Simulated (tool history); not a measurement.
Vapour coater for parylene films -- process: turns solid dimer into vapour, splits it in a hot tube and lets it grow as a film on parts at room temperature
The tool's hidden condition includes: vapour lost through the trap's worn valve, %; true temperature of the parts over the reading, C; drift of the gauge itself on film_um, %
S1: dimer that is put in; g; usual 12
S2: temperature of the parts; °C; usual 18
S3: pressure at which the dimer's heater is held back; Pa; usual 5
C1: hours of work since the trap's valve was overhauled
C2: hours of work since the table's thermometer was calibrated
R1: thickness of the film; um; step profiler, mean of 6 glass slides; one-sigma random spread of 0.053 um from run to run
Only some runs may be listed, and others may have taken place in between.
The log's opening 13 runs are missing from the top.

At hour 147.3: trap's valve overhauled.
Run 14, hour 159.4: usual settings but S1 7 g; C1 7; C2 320. Result: R1 3.6 um.
Run 15, hour 173: usual settings but S1 7 g; C1 15; C2 329. Result: R1 3.63 um.
Run 16, hour 180.6: usual settings but S1 7 g, S2 19 °C; C1 20; C2 333. Result: R1 3.46 um.
Run 17, hour 190.4: usual settings but S1 5 g, S2 19 °C; C1 26; C2 339. Result: R1 2.45 um.
Run 18, hour 205.5: usual settings but S1 11 g, S2 23 °C; C1 35; C2 348. Result: R1 4.59 um.
Run 19, hour 213.5: usual settings but S1 6 g, S2 16 °C, S3 8.96 Pa; C1 40; C2 353. Result: R1 3.2 um.
Run 20, hour 229.3: usual settings but S1 6 g, S2 16 °C, S3 8.96 Pa; C1 49; C2 362. Result: R1 3.22 um.
Run 21, hour 244.5: usual settings but S1 15 g; C1 58; C2 371. Result: R1 7.66 um.
Run 22, hour 252.9: usual settings but S1 7 g, S2 13 °C; C1 63; C2 376. Result: R1 4.46 um.
Run 23, hour 264.6: usual settings but S1 9 g, S2 17 °C, S3 11.4 Pa; C1 70; C2 383. Result: R1 4.37 um.
Run 24, hour 279.2: usual settings but S1 13 g, S2 22 °C; C1 79; C2 392. Result: R1 5.55 um.
Run 25, hour 287: usual settings but S1 17 g, S2 14 °C; C1 84; C2 397. Result: R1 10.31 um.
Run 26, hour 300.3: usual settings but S1 16 g, S2 21 °C, S3 4.44 Pa; C1 92; C2 405. Result: R1 7.22 um.
Run 27, hour 315.5: usual settings but S1 10 g, S2 25 °C, S3 2.59 Pa; C1 101; C2 414. Result: R1 4.03 um.
Run 28, hour 330.1: usual settings but S1 10 g, S2 11 °C, S3 3.85 Pa; C1 110; C2 423. Result: R1 7.01 um.
Run 29, hour 346.5: usual settings but S1 10 g, S2 11 °C, S3 3.85 Pa; C1 119; C2 433. Result: R1 7.02 um.
Run 30, hour 357.3: usual settings but S1 19 g; C1 126; C2 439. Result: R1 9.58 um.
Run 31, hour 368: usual settings but S1 19 g, S3 6.87 Pa; C1 132; C2 445. Result: R1 9.29 um.
Run 32, hour 385.2: usual settings but S2 25 °C, S3 2.4 Pa; C1 143; C2 456. Result: R1 4.73 um.
Run 33, hour 394.1: usual settings but S1 18 g, S2 11 °C, S3 3.96 Pa; C1 148; C2 461. Result: R1 12.45 um.

5 options for the next run, each taken on its own from the tool as it stands now. Forecast them:
Run A, hour 404.4: usual settings but S1 6 g, S3 8.11 Pa; C1 154; C2 467. Result: R1 ?.
Run B, hour 404.4: usual settings but S1 8 g, S2 29 °C, S3 2.8 Pa; C1 154; C2 467. Result: R1 ?.
Run C, hour 404.4: usual settings but S1 18 g, S2 11 °C, S3 2.12 Pa; C1 154; C2 467. Result: R1 ?.
Run D, hour 404.4: usual settings but S2 15 °C, S3 9.88 Pa; C1 154; C2 467. Result: R1 ?.
Run E, hour 404.4: usual settings but S1 13 g, S2 14 °C, S3 2.12 Pa; C1 154; C2 467. Result: R1 ?.

run     R1
  A   2.79
  B    2.6
  C  12.59
  D   6.37
  E    8.4
Stripped of hidden state, with their random variation kept, the same runs would have yielded:
run     R1
  A   2.89
  B   2.69
  C  13.36
  D   6.59
  E    8.7

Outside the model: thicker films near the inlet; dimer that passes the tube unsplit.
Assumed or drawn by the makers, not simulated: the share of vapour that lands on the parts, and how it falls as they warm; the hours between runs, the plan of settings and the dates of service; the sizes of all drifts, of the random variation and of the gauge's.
